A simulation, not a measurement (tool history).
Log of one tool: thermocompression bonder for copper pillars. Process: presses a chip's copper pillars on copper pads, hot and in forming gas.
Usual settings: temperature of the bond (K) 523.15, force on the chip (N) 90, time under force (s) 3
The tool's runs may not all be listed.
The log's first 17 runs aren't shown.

run   hour  temperature of the bond (K)  force on the chip (N)  time under force (s)  hours of work since the heater was calibrated  hours of work since the force cell was calibrated  hours of work since the gas filter was changed  force that shears a chip off (N)
 18  198.6                       523.15                     90                     3                                           1132                                                551                                             169                              59.9
     206.7  -- forming gas filter changed
 19  211.5                       523.15                     90                     3                                           1141                                                560                                               4                              61.3
 20  228.7                       523.15                     90                     3                                           1154                                                573                                              17                              61.7
 21  237.9                       515.15                     90                     7                                           1161                                                580                                              24                              71.0
 22  245.7                       552.15                     74                     5                                           1167                                                586                                              30                              85.4
 23  259.0                       552.15                     74                     5                                           1177                                                596                                              40                              85.5
 24  276.2                       552.15                     74                     5                                           1191                                                610                                              53                              83.3
 25  283.4                       495.15                     90                     2                                           1196                                                615                                              59                              33.7
 26  290.5                       509.15                     90                     3                                           1201                                                620                                              64                              49.5
 27  302.7                       495.15                     60                     8                                           1211                                                630                                              73                              39.6
 28  311.8                       494.15                     90                     3                                           1218                                                637                                              80                              38.8
 29  327.2                       494.15                     59                     3                                           1230                                                649                                              92                              24.7
 30  342.5                       494.15                     59                     3                                           1241                                                660                                             104                              25.6
 31  350.3                       540.15                     84                     6                                           1247                                                666                                             110                              84.8
 32  366.9                       540.15                     84                     6                                           1260                                                679                                             122                              84.1
 33  375.9                       525.15                     68                     2                                           1267                                                686                                             129                              42.0
 34  385.3                       501.15                    108                     4                                           1274                                                693                                             136                              57.0
 35  397.6                       501.15                     67                     8                                           1283                                                702                                             146                              48.8
 36  406.8                       501.15                     80                     3                                           1290                                                709                                             153                              38.8
 37  418.6                       501.15                     80                     3                                           1299                                                718                                             162                              38.3
 38  427.2                       523.15                     90                     3                                           1306                                                725                                             169                              58.8
 39  434.4                       536.15                     81                     5                                           1311                                                730                                             174                              75.2
     436.8  -- forming gas filter changed
 40  447.1                       522.15                     87                     2                                           1321                                                740                                               8                              52.1

3 ways to go on from here, each from the tool as it stands after run 40. What would each give?
  A  454.6                       522.15                     87                     3                                           1327                                                746                                              14                                 ?
  B  454.6                       522.15                    135                     2                                           1327                                                746                                              14                                 ?
  C  454.6                       530.15                     69                     3                                           1327                                                746                                              14                                 ?

run  force that shears a chip off (N)
  A                              59.5
  B                              74.4
  C                              55.5
Without the tool's hidden state the same runs would have given:
run  force that shears a chip off (N)
  A                              50.1
  B                              64.2
  C                              46.9
